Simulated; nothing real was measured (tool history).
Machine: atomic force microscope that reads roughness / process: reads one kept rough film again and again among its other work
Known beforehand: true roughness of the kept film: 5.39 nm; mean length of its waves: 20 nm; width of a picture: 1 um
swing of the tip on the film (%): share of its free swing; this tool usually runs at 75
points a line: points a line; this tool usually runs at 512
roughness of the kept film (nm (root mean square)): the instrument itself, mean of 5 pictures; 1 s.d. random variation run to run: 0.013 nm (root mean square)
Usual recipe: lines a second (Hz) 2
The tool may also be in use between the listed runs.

run	hour	lines a second (Hz)	swing of the tip on the film (%)	points a line	roughness of the kept film (nm (root mean square))
1	0	2	75	512	2.95
2	9.5	2	75	512	2.972
3	19	2	75	512	2.955
4	29.9	2	75	512	2.973
5	41.5	2	75	512	2.969
6	54.4	2	75	512	2.966
7	68.8	2	87	512	2.638
8	83.7	2	75	512	2.957
9	92	0.65	75	512	3.305
10	99.7	2	75	512	2.97
# hour 109.9: new tip fitted
11	110.6	2	75	512	2.973
12	119.2	2	75	512	2.971
13	133.3	2	75	512	2.962
14	140.8	2	75	512	2.947
15	154	2	75	512	2.968
16	163.8	1.8	75	359	2.986
17	176.9	0.96	55	772	3.397
18	192.1	2	69	536	3.088
19	205.4	2	69	536	3.08
20	218	2	69	536	3.095
21	235.6	2	69	536	3.104
22	247.5	2.2	79	567	2.819
23	257.4	1.66	83	459	2.86
24	265.8	3.94	75	953	2.597
25	277.7	3.59	76	366	2.591
26	291	2	88	532	2.603
27	305.7	2	88	532	2.618
28	318.3	2	75	532	2.945
29	335.6	2.57	69	945	3.013

Difference, measured minus no-hidden-state, one row per run. Run-to-run variation is common to both terms; the gauge's own scatter need not be:
Hidden state present: radius of the tip, nm; height scale over the true one, %; drift of the gauge itself on roughness_nm, %.
run	roughness of the kept film (nm (root mean square))
1	-0.008
2	-0.008
3	-0.009
4	-0.01
5	-0.01
6	-0.011
7	-0.01
8	-0.013
9	-0.014
10	-0.013
11	+0
12	-0.001
13	-0.001
14	-0.002
15	-0.002
16	-0.003
17	-0.004
18	-0.004
19	-0.006
20	-0.006
21	-0.006
22	-0.007
23	-0.008
24	-0.007
25	-0.007
26	-0.008
27	-0.008
28	-0.011
29	-0.011

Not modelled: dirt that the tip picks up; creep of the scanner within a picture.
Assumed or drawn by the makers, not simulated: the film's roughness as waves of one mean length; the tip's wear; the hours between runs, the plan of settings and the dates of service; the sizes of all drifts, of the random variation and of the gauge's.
